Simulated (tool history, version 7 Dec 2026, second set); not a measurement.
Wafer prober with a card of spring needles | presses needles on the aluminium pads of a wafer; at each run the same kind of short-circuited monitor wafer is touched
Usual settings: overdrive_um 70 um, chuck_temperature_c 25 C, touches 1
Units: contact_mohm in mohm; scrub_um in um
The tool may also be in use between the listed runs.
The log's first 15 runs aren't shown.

run	hour	overdrive_um	chuck_temperature_c	touches	contact_mohm	scrub_um
16	128.0	77	25	1	284	14.11
# hour 132.3: tips cleaned on abrasive film
17	138.0	77	25	1	299	14.10
# hour 142.0: tips cleaned on abrasive film
18	148.5	83	35	3	245	15.19
# hour 151.6: tips cleaned on abrasive film
19	153.1	83	39	3	232	15.12
# hour 161.0: tips cleaned on abrasive film
20	164.3	83	39	3	240	15.19
# hour 170.3: tips cleaned on abrasive film
21	172.6	83	39	3	237	15.09
# hour 179.9: tips cleaned on abrasive film
22	180.6	82	36	2	228	15.02
23	187.1	72	114	2	288	13.20
# hour 189.4: tips cleaned on abrasive film
24	194.3	53	56	3	277	9.67
# hour 198.7: tips cleaned on abrasive film
25	202.6	90	56	2	252	16.44
# hour 208.3: tips cleaned on abrasive film
26	209.4	72	92	1	264	13.03
27	214.0	71	25	2	275	12.93
# hour 217.6: tips cleaned on abrasive film
28	221.4	71	25	2	255	12.83
29	226.0	55	34	2	333	9.90
# hour 226.9: tips cleaned on abrasive film
# hour 236.4: tips cleaned on abrasive film
30	237.1	55	33	3	239	9.88
# hour 246.0: tips cleaned on abrasive film
31	246.0	80	70	1	238	14.47
32	252.2	80	47	1	298	14.47

4 ways to go on from here, each from the tool as it stands after run 32. What would each give?
# hour 255.8: tips cleaned on abrasive film
A	259.3	70	67	3	?	?
# hour 255.8: tips cleaned on abrasive film
B	259.3	58	83	2	?	?
# hour 255.8: tips cleaned on abrasive film
C	259.3	82	28	1	?	?
# hour 255.8: tips cleaned on abrasive film
D	259.3	55	47	2	?	?

run	contact_mohm	scrub_um
A	257	12.64
B	289	10.48
C	274	14.88
D	290	9.93
Without the tool's hidden state the same runs would have given:
run	contact_mohm	scrub_um
A	232	12.84
B	234	10.68
C	220	15.08
D	226	10.13
